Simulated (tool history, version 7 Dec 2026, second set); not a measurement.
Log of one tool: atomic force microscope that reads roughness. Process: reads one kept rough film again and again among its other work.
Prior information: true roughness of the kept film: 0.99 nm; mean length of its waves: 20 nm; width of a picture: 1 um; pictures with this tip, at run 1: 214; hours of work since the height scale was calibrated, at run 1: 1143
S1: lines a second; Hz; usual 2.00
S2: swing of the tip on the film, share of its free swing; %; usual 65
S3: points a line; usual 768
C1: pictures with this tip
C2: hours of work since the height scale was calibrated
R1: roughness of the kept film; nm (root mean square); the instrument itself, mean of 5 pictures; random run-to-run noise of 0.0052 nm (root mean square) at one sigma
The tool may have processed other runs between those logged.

Run 1, hour 0.0: usual settings; C1 214; C2 1143. Result: R1 0.686 nm (root mean square).
At hour 39.2: new tip fitted.
Run 2, hour 72.7: usual settings; C1 38; C2 1188. Result: R1 0.796 nm (root mean square).
Run 3, hour 152.9: usual settings; C1 130; C2 1238. Result: R1 0.733 nm (root mean square).
Run 4, hour 196.0: usual settings; C1 180; C2 1265. Result: R1 0.704 nm (root mean square).
Run 5, hour 249.7: usual settings; C1 241; C2 1299. Result: R1 0.685 nm (root mean square).
At hour 260.0: new tip fitted.
Run 6, hour 313.4: usual settings; C1 61; C2 1338. Result: R1 0.768 nm (root mean square).
Run 7, hour 393.8: usual settings; C1 153; C2 1388. Result: R1 0.712 nm (root mean square).
At hour 480.9: new tip fitted.
Run 8, hour 480.9: usual settings; C1 0; C2 1442. Result: R1 0.807 nm (root mean square).
Run 9, hour 534.5: usual settings; C1 62; C2 1476. Result: R1 0.761 nm (root mean square).
Run 10, hour 593.7: usual settings; C1 129; C2 1513. Result: R1 0.739 nm (root mean square).
Run 11, hour 645.2: usual settings but S1 1.09 Hz; C1 188; C2 1545. Result: R1 0.730 nm (root mean square).
Run 12, hour 690.5: usual settings but S1 1.09 Hz; C1 240; C2 1573. Result: R1 0.705 nm (root mean square).
At hour 703.2: new tip fitted.
Run 13, hour 749.2: usual settings but S1 1.09 Hz; C1 53; C2 1609. Result: R1 0.805 nm (root mean square).
Run 14, hour 791.5: usual settings but S1 1.09 Hz; C1 102; C2 1636. Result: R1 0.770 nm (root mean square).
Run 15, hour 877.3: usual settings but S1 1.09 Hz; C1 200; C2 1689. Result: R1 0.731 nm (root mean square).
Run 16, hour 917.3: usual settings but S1 1.69 Hz; C1 246; C2 1714. Result: R1 0.678 nm (root mean square).
At hour 924.0: new tip fitted.
Run 17, hour 971.6: usual settings; C1 54; C2 1748. Result: R1 0.778 nm (root mean square).
Run 18, hour 1037.3: usual settings but S1 0.52 Hz, S2 77 %, S3 951; C1 130; C2 1789. Result: R1 0.762 nm (root mean square).
Run 19, hour 1090.1: usual settings but S1 0.52 Hz, S3 765; C1 190; C2 1822. Result: R1 0.750 nm (root mean square).
Run 20, hour 1135.9: usual settings but S1 0.52 Hz, S3 765; C1 243; C2 1850. Result: R1 0.723 nm (root mean square).
At hour 1147.7: new tip fitted.
Run 21, hour 1190.8: usual settings but S1 0.52 Hz, S3 765; C1 49; C2 1884. Result: R1 0.830 nm (root mean square).
Run 22, hour 1274.8: usual settings but S1 1.60 Hz, S2 69 %, S3 527; C1 145; C2 1937. Result: R1 0.715 nm (root mean square).
Run 23, hour 1363.9: usual settings but S1 3.35 Hz; C1 247; C2 1992. Result: R1 0.635 nm (root mean square).
At hour 1371.5: new tip fitted.
At hour 1372.5: height scale calibrated on a step standard.
Run 24, hour 1418.5: usual settings but S1 3.35 Hz; C1 52; C2 29. Result: R1 0.704 nm (root mean square).
Run 25, hour 1505.5: usual settings but S1 2.99 Hz; C1 152; C2 83. Result: R1 0.673 nm (root mean square).
At hour 1522.2: height scale calibrated on a step standard, once more.
Run 26, hour 1587.9: usual settings but S1 1.28 Hz, S2 57 %, S3 921; C1 245; C2 41. Result: R1 0.710 nm (root mean square).
At hour 1594.0: new tip fitted.
Run 27, hour 1630.7: usual settings but S2 88 %; C1 42; C2 67. Result: R1 0.669 nm (root mean square).
Run 28, hour 1705.9: usual settings but S1 0.88 Hz, S2 88 %, S3 268; C1 128; C2 114. Result: R1 0.696 nm (root mean square).
Run 29, hour 1794.6: usual settings but S1 2.98 Hz, S2 80 %; C1 230; C2 170. Result: R1 0.572 nm (root mean square).
At hour 1816.9: new tip fitted.
Run 30, hour 1852.8: usual settings but S1 2.98 Hz, S2 80 %; C1 41; C2 206. Result: R1 0.655 nm (root mean square).

Expected results for the next run?
Run 31, hour 1910.7: usual settings but S1 2.98 Hz, S2 80 %; C1 107; C2 242. Result: R1 ?.

R1: 0.628 nm (root mean square)
The same run, on a tool lacking any hidden state, would have yielded R1 0.688 nm (root mean square).

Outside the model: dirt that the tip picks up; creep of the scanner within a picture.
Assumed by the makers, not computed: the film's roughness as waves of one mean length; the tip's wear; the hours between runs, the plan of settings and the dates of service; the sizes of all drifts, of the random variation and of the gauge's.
